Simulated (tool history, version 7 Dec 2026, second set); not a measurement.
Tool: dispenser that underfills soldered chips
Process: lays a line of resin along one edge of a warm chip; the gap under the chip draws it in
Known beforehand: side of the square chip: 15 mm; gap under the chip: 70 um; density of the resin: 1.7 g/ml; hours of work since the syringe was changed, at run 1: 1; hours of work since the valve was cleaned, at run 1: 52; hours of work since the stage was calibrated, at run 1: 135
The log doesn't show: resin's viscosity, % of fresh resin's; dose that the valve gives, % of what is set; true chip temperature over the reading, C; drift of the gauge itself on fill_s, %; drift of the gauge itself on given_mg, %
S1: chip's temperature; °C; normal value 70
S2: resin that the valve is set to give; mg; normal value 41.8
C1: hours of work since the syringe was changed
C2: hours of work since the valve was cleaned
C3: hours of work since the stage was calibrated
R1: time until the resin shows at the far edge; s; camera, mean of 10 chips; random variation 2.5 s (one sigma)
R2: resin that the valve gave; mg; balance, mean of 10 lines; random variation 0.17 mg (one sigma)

| run | hour | S1 | S2 | C1 | C2 | C3 | R1 | R2 |
|---|---|---|---|---|---|---|---|---|
| 1 | 0 | 70 | 41.8 | 1 | 52 | 135 | 277.4 | 39.84 |
| 2 | 4.1 | 70 | 41.8 | 4 | 55 | 138 | 346.9 | 39.87 |
|  | 7 | new syringe of resin |
| 3 | 10.3 | 70 | 41.8 | 3 | 60 | 142 | 308.3 | 39.72 |
|  | 15.8 | new syringe of resin |
| 4 | 17.4 | 62 | 41.8 | 1 | 65 | 148 | 382 | 39.43 |
| 5 | 23.4 | 62 | 50.6 | 6 | 70 | 152 | 529.9 | 47.44 |
|  | 24.3 | new syringe of resin |
| 6 | 28.2 | 70 | 41.8 | 3 | 73 | 156 | 325 | 39.2 |
|  | 32.8 | new syringe of resin |
| 7 | 32.8 | 71 | 39 | 0 | 77 | 159 | 251.7 | 36.24 |
| 8 | 38.5 | 71 | 39 | 4 | 81 | 164 | 343.5 | 36.06 |
|  | 41.7 | new syringe of resin |
| 9 | 45.4 | 71 | 39 | 3 | 86 | 169 | 316 | 36.2 |
|  | 50.4 | new syringe of resin |
| 10 | 54.1 | 61 | 41.8 | 3 | 93 | 175 | 463.6 | 38.34 |
| 11 | 58 | 62 | 40.7 | 6 | 96 | 178 | 562.5 | 37.35 |

Predict each of these 5 candidate next runs independently; none follows another, all start after run 11:
|  | 58.7 | new syringe of resin |
| A | 64.2 | 70 | 39.3 | 4 | 100 | 183 | ? | ? |
|  | 58.7 | new syringe of resin |
| B | 64.2 | 84 | 45.6 | 4 | 100 | 183 | ? | ? |
|  | 58.7 | new syringe of resin |
| C | 64.2 | 62 | 48.6 | 4 | 100 | 183 | ? | ? |
|  | 58.7 | new syringe of resin |
| D | 64.2 | 76 | 49.4 | 4 | 100 | 183 | ? | ? |
|  | 58.7 | new syringe of resin |
| E | 64.2 | 60 | 54.2 | 4 | 100 | 183 | ? | ? |

| run | R1 | R2 |
|---|---|---|
| A | 371.3 | 35.62 |
| B | 205.1 | 41.93 |
| C | 490.6 | 44.71 |
| D | 273.6 | 44.96 |
| E | 532.1 | 49.61 |
Without the tool's unlogged condition, the same runs would have read:
| run | R1 | R2 |
|---|---|---|
| A | 258.9 | 39.02 |
| B | 144.7 | 45.92 |
| C | 346.1 | 48.96 |
| D | 193.5 | 49.24 |
| E | 376.5 | 54.34 |
